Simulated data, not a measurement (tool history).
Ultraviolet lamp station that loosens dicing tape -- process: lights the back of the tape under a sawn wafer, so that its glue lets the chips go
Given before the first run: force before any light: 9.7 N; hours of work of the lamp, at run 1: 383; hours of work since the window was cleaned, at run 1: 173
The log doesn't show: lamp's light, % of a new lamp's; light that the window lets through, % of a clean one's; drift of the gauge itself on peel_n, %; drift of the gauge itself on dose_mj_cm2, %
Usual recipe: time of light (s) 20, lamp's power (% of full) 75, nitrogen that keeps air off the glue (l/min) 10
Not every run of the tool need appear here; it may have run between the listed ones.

| run | hour | time of light (s) | lamp's power (% of full) | nitrogen that keeps air off the glue (l/min) | hours of work of the lamp | hours of work since the window was cleaned | force that peels the tape off (N) | light that reached the tape (mJ/cm2) |
|---|---|---|---|---|---|---|---|---|
| 1 | 0 | 20 | 75 | 10 | 383 | 173 | 1.486 | 285 |
| 2 | 14.2 | 20 | 75 | 10 | 392 | 182 | 1.529 | 283 |
| 3 | 29.7 | 33 | 75 | 10 | 401 | 191 | 0.514 | 467 |
| 4 | 48.8 | 33 | 75 | 10 | 413 | 204 | 0.549 | 462 |
|  | 73.5 | window cleaned of glue's vapour |
| 5 | 75.7 | 33 | 75 | 10 | 430 | 1 | 0.401 | 514 |
| 6 | 104 | 33 | 75 | 10 | 448 | 19 | 0.438 | 505 |
| 7 | 132.8 | 20 | 75 | 10 | 466 | 37 | 1.402 | 301 |
| 8 | 145.8 | 20 | 75 | 10 | 474 | 45 | 1.424 | 296 |
| 9 | 168.5 | 20 | 75 | 10 | 488 | 60 | 1.457 | 292 |
| 10 | 196.3 | 20 | 75 | 10 | 506 | 77 | 1.496 | 293 |
| 11 | 224.3 | 20 | 75 | 10 | 523 | 95 | 1.494 | 283 |
| 12 | 241.6 | 20 | 75 | 10 | 534 | 106 | 1.591 | 282 |
| 13 | 255.1 | 20 | 75 | 12 | 543 | 114 | 1.431 | 279 |
| 14 | 268.4 | 39 | 75 | 12 | 551 | 123 | 0.315 | 537 |
| 15 | 280.2 | 39 | 75 | 12 | 558 | 130 | 0.313 | 533 |
| 16 | 292.2 | 35 | 75 | 12 | 566 | 138 | 0.438 | 477 |
| 17 | 306 | 20 | 75 | 10 | 575 | 146 | 1.601 | 270 |
| 18 | 321 | 20 | 75 | 10 | 584 | 156 | 1.722 | 265 |
| 19 | 336.6 | 20 | 75 | 10 | 594 | 165 | 1.74 | 261 |
| 20 | 350.8 | 20 | 75 | 10 | 603 | 174 | 1.764 | 264 |
| 21 | 371.3 | 20 | 75 | 10 | 616 | 187 | 1.74 | 263 |
| 22 | 398.3 | 20 | 75 | 10 | 633 | 204 | 1.864 | 255 |
|  | 421.9 | window cleaned of glue's vapour |
| 23 | 427.7 | 20 | 75 | 9 | 651 | 4 | 1.697 | 278 |
| 24 | 443.2 | 24 | 75 | 6 | 661 | 13 | 1.474 | 328 |
| 25 | 467.6 | 21 | 75 | 3 | 676 | 29 | 2.799 | 283 |
| 26 | 492.6 | 15 | 96 | 9 | 692 | 44 | 1.961 | 255 |
| 27 | 518.4 | 14 | 94 | 3 | 708 | 61 | 3.525 | 228 |
| 28 | 544.1 | 14 | 94 | 3 | 724 | 77 | 3.633 | 221 |
| 29 | 561.9 | 14 | 94 | 3 | 735 | 88 | 3.555 | 227 |
| 30 | 575.7 | 14 | 94 | 3 | 744 | 97 | 3.655 | 221 |
| 31 | 600.9 | 20 | 63 | 10 | 760 | 113 | 2.473 | 210 |
| 32 | 618.3 | 20 | 63 | 10 | 771 | 123 | 2.451 | 207 |
| 33 | 636.2 | 18 | 70 | 7 | 782 | 135 | 2.783 | 204 |
| 34 | 648.2 | 15 | 89 | 10 | 790 | 142 | 2.355 | 207 |
| 35 | 664.9 | 28 | 67 | 10 | 800 | 153 | 1.406 | 298 |
| 36 | 680.4 | 28 | 67 | 10 | 810 | 162 | 1.416 | 295 |
| 37 | 694.9 | 19 | 75 | 5 | 819 | 172 | 2.956 | 219 |
| 38 | 716.9 | 20 | 73 | 4 | 833 | 185 | 3.114 | 228 |
| 39 | 731 | 24 | 96 | 4 | 842 | 194 | 1.79 | 352 |
| 40 | 749.4 | 14 | 96 | 13 | 853 | 206 | 2.341 | 201 |
| 41 | 767.2 | 28 | 75 | 15 | 864 | 217 | 1.082 | 313 |
|  | 770 | window cleaned of glue's vapour |
| 42 | 779.6 | 29 | 75 | 14 | 872 | 6 | 0.79 | 367 |
| 43 | 802.1 | 16 | 83 | 10 | 886 | 20 | 2.353 | 216 |
|  | 811.8 | lamp changed |
| 44 | 829.7 | 16 | 83 | 10 | 11 | 37 | 1.219 | 314 |

What if the next run were any one of these 3? Each begins from the tool's condition after run 44:
| A | 851.6 | 10 | 90 | 10 | 25 | 51 | ? | ? |
| B | 851.6 | 12 | 83 | 10 | 25 | 51 | ? | ? |
| C | 851.6 | 16 | 68 | 6 | 25 | 51 | ? | ? |

| run | force that peels the tape off (N) | light that reached the tape (mJ/cm2) |
|---|---|---|
| A | 2.529 | 209 |
| B | 2.119 | 232 |
| C | 2.37 | 249 |
Stripped of hidden state, with their random variation kept, the same runs would have yielded:
| run | force that peels the tape off (N) | light that reached the tape (mJ/cm2) |
|---|---|---|
| A | 2.384 | 218 |
| B | 1.986 | 242 |
| C | 2.23 | 260 |

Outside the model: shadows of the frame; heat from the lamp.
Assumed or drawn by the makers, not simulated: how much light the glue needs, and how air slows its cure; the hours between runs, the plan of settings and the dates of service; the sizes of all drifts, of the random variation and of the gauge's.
